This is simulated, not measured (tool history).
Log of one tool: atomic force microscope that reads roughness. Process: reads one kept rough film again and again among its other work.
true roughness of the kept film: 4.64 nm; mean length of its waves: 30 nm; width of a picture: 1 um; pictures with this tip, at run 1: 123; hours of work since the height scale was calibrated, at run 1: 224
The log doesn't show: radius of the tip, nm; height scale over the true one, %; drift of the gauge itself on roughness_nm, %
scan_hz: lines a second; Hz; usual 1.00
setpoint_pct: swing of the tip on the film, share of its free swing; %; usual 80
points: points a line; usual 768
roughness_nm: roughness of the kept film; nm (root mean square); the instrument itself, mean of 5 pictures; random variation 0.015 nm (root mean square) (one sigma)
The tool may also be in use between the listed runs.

run   hour  scan_hz  setpoint_pct  points  pictures with this tip  hours of work since the height scale was calibrated  roughness_nm
  1    0.0     1.00            80     768                     123                                                  224         3.394
  2    7.6     1.00            80     768                     135                                                  229         3.368
  3   16.3     1.00            80     768                     150                                                  235         3.331
  4   27.6     1.00            55     768                     169                                                  242         3.546
  5   33.4     1.00            55     768                     178                                                  246         3.522
  6   44.6     1.00            55     768                     197                                                  253         3.508
  7   55.5     1.00            80     807                     215                                                  260         3.203
  8   61.8     1.00            80     768                     225                                                  265         3.166
  9   66.7     1.00            80     786                     233                                                  268         3.183
 10   75.0     1.00            80     786                     247                                                  273         3.140
 11   81.5     1.00            80     786                     258                                                  278         3.119
 12   88.6     3.21            88     467                     270                                                  282         2.315
 13   95.0     2.64            88     979                     280                                                  286         2.432
 14  103.1     1.59            58     348                     294                                                  292         3.229
 15  111.8     1.59            58     348                     308                                                  297         3.205
 16  121.8     1.26            80     914                     325                                                  304         2.950
 17  131.3     1.26            80     914                     340                                                  310         2.932
 18  140.9     1.26            80     914                     356                                                  316         2.905
     152.2  -- new tip fitted
 19  152.7     1.08            80     768                       1                                                  324         3.627
 20  164.2     0.92            62     324                      20                                                  331         3.840
 21  171.9     0.73            62     432                      33                                                  336         3.852

5 ways to go on from here, each from the tool as it stands after run 21. What would each give?
  A  179.1     0.51            81     308                      45                                                  341             ?
  B  179.1     1.55            62     873                      45                                                  341             ?
  C  179.1     1.00            80     481                      45                                                  341             ?
  D  179.1     2.88            66     768                      45                                                  341             ?
  E  179.1     1.00            80     371                      45                                                  341             ?

run  roughness_nm
  A         3.707
  B         3.718
  C         3.566
  D         3.462
  E         3.557
Without the tool's hidden state the same runs would have given:
run  roughness_nm
  A         3.810
  B         3.822
  C         3.666
  D         3.558
  E         3.657
